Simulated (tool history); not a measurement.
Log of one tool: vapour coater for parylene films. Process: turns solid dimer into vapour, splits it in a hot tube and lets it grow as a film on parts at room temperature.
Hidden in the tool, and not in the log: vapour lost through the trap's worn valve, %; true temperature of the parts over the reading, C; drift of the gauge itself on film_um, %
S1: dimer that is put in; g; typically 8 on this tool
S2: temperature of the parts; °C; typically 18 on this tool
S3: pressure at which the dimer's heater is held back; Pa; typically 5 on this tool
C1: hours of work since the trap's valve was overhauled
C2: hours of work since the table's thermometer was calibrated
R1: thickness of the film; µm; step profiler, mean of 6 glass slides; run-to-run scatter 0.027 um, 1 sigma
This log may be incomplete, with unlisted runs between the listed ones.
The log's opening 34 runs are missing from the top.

{"run": 35, "hour": 1145.6, "S1": 8, "S2": 23, "S3": 8.21, "C1": 203, "C2": 1104, "R1": 3.26}
{"run": 36, "hour": 1174.4, "S1": 8, "S2": 23, "S3": 8.21, "C1": 226, "C2": 1127, "R1": 3.27}
{"run": 37, "hour": 1212.2, "S1": 8, "S2": 23, "S3": 8.21, "C1": 257, "C2": 1158, "R1": 3.27}
{"run": 38, "hour": 1238.7, "S1": 8, "S2": 23, "S3": 8.21, "C1": 278, "C2": 1179, "R1": 3.25}
{"run": 39, "hour": 1275.2, "S1": 8, "S2": 18, "S3": 3.82, "C1": 308, "C2": 1209, "R1": 4.5}
{"run": 40, "hour": 1300.9, "S1": 8, "S2": 17, "S3": 5, "C1": 329, "C2": 1230, "R1": 4.44}
{"run": 41, "hour": 1327.7, "S1": 4, "S2": 11, "S3": 3.14, "C1": 351, "C2": 1252, "R1": 3.06}
{"hour": 1344.7, "done": "trap's valve overhauled"}
{"run": 42, "hour": 1367.1, "S1": 13, "S2": 21, "S3": 6.15, "C1": 18, "C2": 1281, "R1": 6.06}

Predict each of these 3 candidate next runs independently; none follows another, all start after run 42:
{"run": "A", "hour": 1411.2, "S1": 5, "S2": 20, "S3": 3.67, "C1": 54, "C2": 1317, "R1": "?"}
{"run": "B", "hour": 1411.2, "S1": 13, "S2": 16, "S3": 5, "C1": 54, "C2": 1317, "R1": "?"}
{"run": "C", "hour": 1411.2, "S1": 13, "S2": 21, "S3": 8.52, "C1": 54, "C2": 1317, "R1": "?"}

run=A R1=2.7
run=B R1=7.53
run=C R1=5.68
Without the tool's hidden state the same runs would have given:
run=A R1=2.71
run=B R1=7.54
run=C R1=5.69

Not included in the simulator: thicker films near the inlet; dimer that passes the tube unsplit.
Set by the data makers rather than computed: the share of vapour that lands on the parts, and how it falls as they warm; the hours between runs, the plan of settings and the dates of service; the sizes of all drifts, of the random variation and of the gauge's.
